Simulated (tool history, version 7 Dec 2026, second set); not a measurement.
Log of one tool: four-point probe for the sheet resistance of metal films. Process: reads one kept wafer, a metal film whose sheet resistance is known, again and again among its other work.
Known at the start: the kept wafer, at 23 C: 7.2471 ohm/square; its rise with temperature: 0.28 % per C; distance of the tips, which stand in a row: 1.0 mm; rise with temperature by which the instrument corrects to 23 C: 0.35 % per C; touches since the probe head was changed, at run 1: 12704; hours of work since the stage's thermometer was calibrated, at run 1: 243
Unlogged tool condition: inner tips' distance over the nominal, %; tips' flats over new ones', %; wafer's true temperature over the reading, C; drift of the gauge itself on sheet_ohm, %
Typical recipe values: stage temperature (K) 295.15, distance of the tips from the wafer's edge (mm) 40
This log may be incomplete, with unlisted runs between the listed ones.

run	hour	stage temperature (K)	distance of the tips from the wafer's edge (mm)	touches since the probe head was changed	hours of work since the stage's thermometer was calibrated	sheet resistance as the instrument gives it (ohm/square)
1	0	295.15	40	12704	243	7.258184
2	17.9	295.15	40	13201	252	7.256548
3	37.7	295.15	40	13749	262	7.260523
4	57.2	295.15	40	14291	272	7.260695
5	79.5	295.15	40	14909	283	7.258822
6	92.9	295.15	40	15281	290	7.260728
7	111.8	295.15	40	15808	299	7.256169
8	126.7	295.15	40	16220	307	7.260012
9	148.6	295.15	30	16829	318	7.259819
10	166.8	295.15	30	17334	327	7.262422
11	183.9	295.15	30	17808	335	7.262327
12	200.2	294.15	29	18259	343	7.267621
13	212.4	296.15	4	18599	349	7.487974
14	227.6	297.15	9	19020	357	7.294358
15	246.3	301.15	7	19540	366	7.307517
16	258	302.15	12	19865	372	7.250002
17	276.7	295.15	13	20383	382	7.280679
18	290.6	302.15	28	20768	388	7.231126

Branching from run 18: 3 alternative next runs. What would each branch give?
A	313	299.15	38	21390	400	?
B	313	293.15	23	21390	400	?
C	313	306.15	5	21390	400	?

run	sheet resistance as the instrument gives it (ohm/square)
A	7.241803
B	7.27637
C	7.354919
What these runs would have given with no unlogged condition in the tool:
run	sheet resistance as the instrument gives it (ohm/square)
A	7.23567
B	7.27017
C	7.348739
